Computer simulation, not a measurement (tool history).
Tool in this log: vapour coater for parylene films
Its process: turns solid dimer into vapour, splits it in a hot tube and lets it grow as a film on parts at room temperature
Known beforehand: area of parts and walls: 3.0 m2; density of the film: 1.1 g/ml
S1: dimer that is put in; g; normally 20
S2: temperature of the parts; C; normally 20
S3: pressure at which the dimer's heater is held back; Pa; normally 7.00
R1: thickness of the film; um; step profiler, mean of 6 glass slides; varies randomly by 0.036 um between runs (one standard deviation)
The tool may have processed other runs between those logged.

run   hour  S1  S2     S3    R1
  1    0.0  20  20   7.00  4.35
  2   24.8  20  20   7.00  4.33
  3   53.6  20  20   2.68  4.94
  4   99.0  20  20   7.00  4.22
  5  130.9  20  20   7.00  4.29
  6  151.3  20  20   7.00  4.29
  7  171.8  29  23   3.18  6.37
     187.6  -- trap's valve overhauled
  8  206.3  20  20  10.39  4.29
  9  229.4  20  20  10.39  4.28

What will run 10 give?
 10  251.5  20  20  10.39   ?

R1: 4.24 um
The same run, on a tool lacking any hidden state, would have yielded R1 4.31 um.

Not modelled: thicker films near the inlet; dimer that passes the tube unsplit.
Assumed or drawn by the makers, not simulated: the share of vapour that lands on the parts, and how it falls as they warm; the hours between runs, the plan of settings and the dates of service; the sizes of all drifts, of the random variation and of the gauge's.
